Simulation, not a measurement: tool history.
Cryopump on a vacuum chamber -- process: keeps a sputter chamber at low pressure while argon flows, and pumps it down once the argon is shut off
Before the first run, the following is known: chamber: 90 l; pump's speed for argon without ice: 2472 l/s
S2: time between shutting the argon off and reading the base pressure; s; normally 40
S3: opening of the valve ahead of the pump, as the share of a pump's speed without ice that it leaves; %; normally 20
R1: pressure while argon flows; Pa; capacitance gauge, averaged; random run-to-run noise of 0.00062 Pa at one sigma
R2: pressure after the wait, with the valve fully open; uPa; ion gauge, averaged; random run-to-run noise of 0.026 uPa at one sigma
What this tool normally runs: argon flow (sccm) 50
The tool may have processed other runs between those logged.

{"run": 1, "day": 0.0, "argon flow (sccm)": 50, "S2": 40, "S3": 20, "R1": 0.1727, "R2": 1.57}
{"run": 2, "day": 0.938, "argon flow (sccm)": 50, "S2": 40, "S3": 20, "R1": 0.1729, "R2": 1.57}
{"run": 3, "day": 1.846, "argon flow (sccm)": 50, "S2": 40, "S3": 20, "R1": 0.1714, "R2": 1.58}
{"run": 4, "day": 2.467, "argon flow (sccm)": 50, "S2": 40, "S3": 20, "R1": 0.1732, "R2": 1.6}
{"run": 5, "day": 3.742, "argon flow (sccm)": 50, "S2": 40, "S3": 20, "R1": 0.1729, "R2": 1.62}
{"run": 6, "day": 4.333, "argon flow (sccm)": 50, "S2": 40, "S3": 20, "R1": 0.1736, "R2": 1.56}
{"run": 7, "day": 4.888, "argon flow (sccm)": 50, "S2": 40, "S3": 20, "R1": 0.1733, "R2": 1.57}
{"run": 8, "day": 6.033, "argon flow (sccm)": 50, "S2": 40, "S3": 20, "R1": 0.1726, "R2": 1.55}
{"run": 9, "day": 6.992, "argon flow (sccm)": 26, "S2": 40, "S3": 20, "R1": 0.09, "R2": 1.64}
{"run": 10, "day": 8.05, "argon flow (sccm)": 50, "S2": 40, "S3": 25, "R1": 0.1396, "R2": 1.63}
{"run": 11, "day": 8.992, "argon flow (sccm)": 50, "S2": 40, "S3": 25, "R1": 0.1396, "R2": 1.67}
{"run": 12, "day": 9.675, "argon flow (sccm)": 50, "S2": 40, "S3": 25, "R1": 0.1385, "R2": 1.62}
{"run": 13, "day": 10.562, "argon flow (sccm)": 50, "S2": 40, "S3": 25, "R1": 0.1403, "R2": 1.61}
{"run": 14, "day": 11.254, "argon flow (sccm)": 50, "S2": 40, "S3": 25, "R1": 0.1393, "R2": 1.62}
{"run": 15, "day": 12.288, "argon flow (sccm)": 50, "S2": 40, "S3": 25, "R1": 0.14, "R2": 1.65}
{"run": 16, "day": 13.462, "argon flow (sccm)": 29, "S2": 27, "S3": 17, "R1": 0.1182, "R2": 2.22}
{"run": 17, "day": 14.721, "argon flow (sccm)": 29, "S2": 297, "S3": 40, "R1": 0.0512, "R2": 0.65}
{"run": 18, "day": 15.617, "argon flow (sccm)": 21, "S2": 69, "S3": 18, "R1": 0.0816, "R2": 1.15}
{"run": 19, "day": 16.583, "argon flow (sccm)": 21, "S2": 69, "S3": 18, "R1": 0.081, "R2": 1.16}
{"run": 20, "day": 17.633, "argon flow (sccm)": 26, "S2": 59, "S3": 31, "R1": 0.0593, "R2": 1.26}
{"run": 21, "day": 18.862, "argon flow (sccm)": 75, "S2": 59, "S3": 29, "R1": 0.1834, "R2": 1.32}
{"run": 22, "day": 19.804, "argon flow (sccm)": 75, "S2": 59, "S3": 29, "R1": 0.1838, "R2": 1.29}
{"run": 23, "day": 20.721, "argon flow (sccm)": 75, "S2": 59, "S3": 29, "R1": 0.1832, "R2": 1.31}
{"run": 24, "day": 21.817, "argon flow (sccm)": 75, "S2": 59, "S3": 29, "R1": 0.1847, "R2": 1.33}
{"run": 25, "day": 22.454, "argon flow (sccm)": 75, "S2": 59, "S3": 29, "R1": 0.1845, "R2": 1.3}
{"run": 26, "day": 23.479, "argon flow (sccm)": 39, "S2": 40, "S3": 16, "R1": 0.1707, "R2": 1.63}

Expected results for the next run?
{"run": 27, "day": 24.633, "argon flow (sccm)": 50, "S2": 166, "S3": 50, "R1": "?", "R2": "?"}

{"run 27": {"R1": 0.0741, "R2": 0.85}}
Minus the tool's unlogged condition, the same run would have read R1 0.0690 Pa, R2 0.43 uPa.
